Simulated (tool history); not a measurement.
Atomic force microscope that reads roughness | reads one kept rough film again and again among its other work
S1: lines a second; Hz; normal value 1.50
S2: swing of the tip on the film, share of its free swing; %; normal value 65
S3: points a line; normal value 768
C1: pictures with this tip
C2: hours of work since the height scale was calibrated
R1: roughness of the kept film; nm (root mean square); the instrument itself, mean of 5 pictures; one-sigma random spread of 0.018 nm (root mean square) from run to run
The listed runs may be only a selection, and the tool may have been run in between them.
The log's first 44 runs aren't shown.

run    hour    S1  S2   S3   C1   C2     R1
 45  1544.4  1.50  84  965   58  370  3.539
 46  1585.2  1.50  84  965  118  396  3.242
     1615.3  -- new tip fitted
 47  1615.3  1.50  84  965    0  416  3.908
 48  1637.0  3.11  68  585   32  430  3.788
 49  1665.5  1.11  68  391   74  449  3.969
 50  1696.3  0.80  65  851  119  470  3.859
     1723.0  -- new tip fitted
 51  1736.1  1.65  85  861   19  495  3.685
 52  1785.8  2.22  85  393   92  528  3.077

Consider 4 possible next runs. They are alternatives, not a sequence: every one starts from the tool as it was left by run 52. What does each give?
     1831.5  -- new tip fitted
  A  1835.4  1.11  71  768   5  561   ?
     1831.5  -- new tip fitted
  B  1835.4  1.50  59  727   5  561   ?
     1831.5  -- new tip fitted
  C  1835.4  1.50  72  474   5  561   ?
     1831.5  -- new tip fitted
  D  1835.4  1.50  87  263   5  561   ?

run     R1
  A  4.389
  B  4.466
  C  4.214
  D  3.740
Without the tool's hidden state the same runs would have given:
run     R1
  A  4.415
  B  4.493
  C  4.240
  D  3.763
